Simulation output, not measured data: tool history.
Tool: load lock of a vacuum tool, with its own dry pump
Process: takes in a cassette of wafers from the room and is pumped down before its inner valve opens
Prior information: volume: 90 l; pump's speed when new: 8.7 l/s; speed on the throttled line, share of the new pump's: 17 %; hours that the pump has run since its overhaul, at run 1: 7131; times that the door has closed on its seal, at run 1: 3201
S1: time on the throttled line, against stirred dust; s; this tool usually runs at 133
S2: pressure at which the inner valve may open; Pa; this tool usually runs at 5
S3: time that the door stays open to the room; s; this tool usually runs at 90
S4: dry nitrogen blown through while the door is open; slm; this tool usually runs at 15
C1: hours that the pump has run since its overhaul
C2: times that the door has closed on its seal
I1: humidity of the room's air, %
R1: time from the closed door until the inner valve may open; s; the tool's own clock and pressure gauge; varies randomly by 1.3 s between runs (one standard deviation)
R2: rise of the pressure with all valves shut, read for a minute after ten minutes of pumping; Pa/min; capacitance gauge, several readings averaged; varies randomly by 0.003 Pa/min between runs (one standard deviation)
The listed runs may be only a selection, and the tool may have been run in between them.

Run 1, hour 0.0: usual settings; C1 7131; C2 3201; I1 44.1. Result: R1 231.3 s, R2 0.053 Pa/min.
Run 2, hour 65.5: usual settings; C1 7197; C2 3311; I1 46.5. Result: R1 230.3 s, R2 0.051 Pa/min.
Run 3, hour 119.3: usual settings; C1 7251; C2 3402; I1 43.2. Result: R1 230.6 s, R2 0.051 Pa/min.
Run 4, hour 188.5: usual settings; C1 7320; C2 3519; I1 45.6. Result: R1 229.6 s, R2 0.052 Pa/min.
Run 5, hour 258.1: usual settings; C1 7389; C2 3637; I1 43.9. Result: R1 228.8 s, R2 0.056 Pa/min.
Run 6, hour 320.9: usual settings; C1 7452; C2 3743; I1 43.1. Result: R1 230.2 s, R2 0.049 Pa/min.
Run 7, hour 392.8: usual settings; C1 7524; C2 3864; I1 41.5. Result: R1 230.8 s, R2 0.056 Pa/min.
Run 8, hour 458.1: usual settings; C1 7590; C2 3975; I1 45.8. Result: R1 227.1 s, R2 0.055 Pa/min.
Run 9, hour 529.0: usual settings; C1 7660; C2 4094; I1 42.4. Result: R1 228.6 s, R2 0.054 Pa/min.
Run 10, hour 576.2: usual settings; C1 7708; C2 4174; I1 42.5. Result: R1 230.6 s, R2 0.053 Pa/min.
Run 11, hour 632.8: usual settings but S1 68 s; C1 7764; C2 4270; I1 47.2. Result: R1 180.5 s, R2 0.062 Pa/min.
Run 12, hour 671.7: usual settings but S1 68 s; C1 7803; C2 4335; I1 43.0. Result: R1 179.8 s, R2 0.051 Pa/min.
Run 13, hour 751.5: usual settings; C1 7883; C2 4470; I1 43.9. Result: R1 233.0 s, R2 0.055 Pa/min.
Run 14, hour 825.2: usual settings but S4 14 slm; C1 7957; C2 4595; I1 51.2. Result: R1 232.2 s, R2 0.070 Pa/min.
Run 15, hour 871.1: usual settings; C1 8002; C2 4672; I1 44.5. Result: R1 228.0 s, R2 0.056 Pa/min.
Run 16, hour 953.3: usual settings; C1 8085; C2 4811; I1 43.8. Result: R1 231.4 s, R2 0.065 Pa/min.
Run 17, hour 1024.7: usual settings but S4 6 slm; C1 8156; C2 4932; I1 41.8. Result: R1 228.8 s, R2 0.067 Pa/min.
Run 18, hour 1077.4: usual settings but S4 16 slm; C1 8209; C2 5021; I1 44.8. Result: R1 231.9 s, R2 0.060 Pa/min.
Run 19, hour 1122.3: usual settings but S4 16 slm; C1 8254; C2 5097; I1 42.4. Result: R1 230.9 s, R2 0.056 Pa/min.
Run 20, hour 1205.7: usual settings but S1 185 s, S4 16 slm; C1 8337; C2 5237; I1 47.9. Result: R1 272.7 s, R2 0.065 Pa/min.
Run 21, hour 1242.2: usual settings but S1 118 s, S2 4 Pa, S3 170 s, S4 8 slm; C1 8374; C2 5299; I1 46.2. Result: R1 222.3 s, R2 0.095 Pa/min.
Run 22, hour 1291.9: usual settings but S2 6 Pa, S3 78 s, S4 35 slm; C1 8423; C2 5383; I1 43.0. Result: R1 232.1 s, R2 0.049 Pa/min.
Run 23, hour 1331.4: usual settings but S1 219 s, S4 4 slm; C1 8463; C2 5450; I1 45.2. Result: R1 298.9 s, R2 0.079 Pa/min.
Run 24, hour 1400.2: usual settings but S1 187 s, S4 19 slm; C1 8532; C2 5566; I1 43.7. Result: R1 276.6 s, R2 0.063 Pa/min.
Run 25, hour 1484.1: usual settings but S1 136 s, S2 4 Pa, S4 8 slm; C1 8616; C2 5708; I1 44.4. Result: R1 237.0 s, R2 0.073 Pa/min.
Run 26, hour 1523.0: usual settings but S1 136 s, S2 4 Pa, S4 8 slm; C1 8654; C2 5774; I1 44.6. Result: R1 237.2 s, R2 0.072 Pa/min.
Run 27, hour 1588.6: usual settings but S1 136 s, S2 4 Pa, S4 8 slm; C1 8720; C2 5884; I1 45.0. Result: R1 239.2 s, R2 0.072 Pa/min.
Run 28, hour 1667.6: usual settings but S1 180 s, S2 6 Pa, S3 196 s, S4 5 slm; C1 8799; C2 6018; I1 43.5. Result: R1 267.2 s, R2 0.109 Pa/min.
Run 29, hour 1755.1: usual settings but S1 180 s, S2 6 Pa, S3 196 s, S4 5 slm; C1 8887; C2 6166; I1 46.8. Result: R1 266.4 s, R2 0.113 Pa/min.
Run 30, hour 1796.6: usual settings but S1 180 s, S2 6 Pa, S3 196 s, S4 5 slm; C1 8928; C2 6236; I1 42.9. Result: R1 267.4 s, R2 0.106 Pa/min.
Run 31, hour 1858.7: usual settings but S2 9 Pa; C1 8990; C2 6341; I1 43.7. Result: R1 225.0 s, R2 0.072 Pa/min.
Run 32, hour 1913.8: usual settings but S1 67 s, S3 56 s, S4 7 slm; C1 9045; C2 6434; I1 45.5. Result: R1 182.4 s, R2 0.066 Pa/min.

Difference, measured minus no-hidden-state, one row per run. Run-to-run variation is common to both terms; the gauge's own scatter need not be:
Hidden state at play: pump's speed, % of a new pump's; leak at the door's seal, Pa l/s; drift of the gauge itself on ready_s, %; drift of the gauge itself on rise_pa_min, %.
run     R1      R2
  1  +15.3  +0.015
  2  +15.4  +0.015
  3  +15.5  +0.016
  4  +15.6  +0.016
  5  +15.7  +0.017
  6  +16.0  +0.017
  7  +16.2  +0.019
  8  +16.1  +0.019
  9  +16.4  +0.020
 10  +16.6  +0.020
 11  +18.9  +0.021
 12  +18.9  +0.021
 13  +17.1  +0.021
 14  +17.3  +0.023
 15  +17.1  +0.023
 16  +17.4  +0.024
 17  +17.4  +0.024
 18  +17.8  +0.026
 19  +17.8  +0.025
 20  +16.1  +0.026
 21  +19.3  +0.027
 22  +18.1  +0.028
 23  +15.2  +0.028
 24  +16.5  +0.029
 25  +19.2  +0.030
 26  +19.2  +0.030
 27  +19.6  +0.030
 28  +16.6  +0.032
 29  +17.0  +0.033
 30  +16.9  +0.033
 31  +18.1  +0.034
 32  +22.9  +0.034

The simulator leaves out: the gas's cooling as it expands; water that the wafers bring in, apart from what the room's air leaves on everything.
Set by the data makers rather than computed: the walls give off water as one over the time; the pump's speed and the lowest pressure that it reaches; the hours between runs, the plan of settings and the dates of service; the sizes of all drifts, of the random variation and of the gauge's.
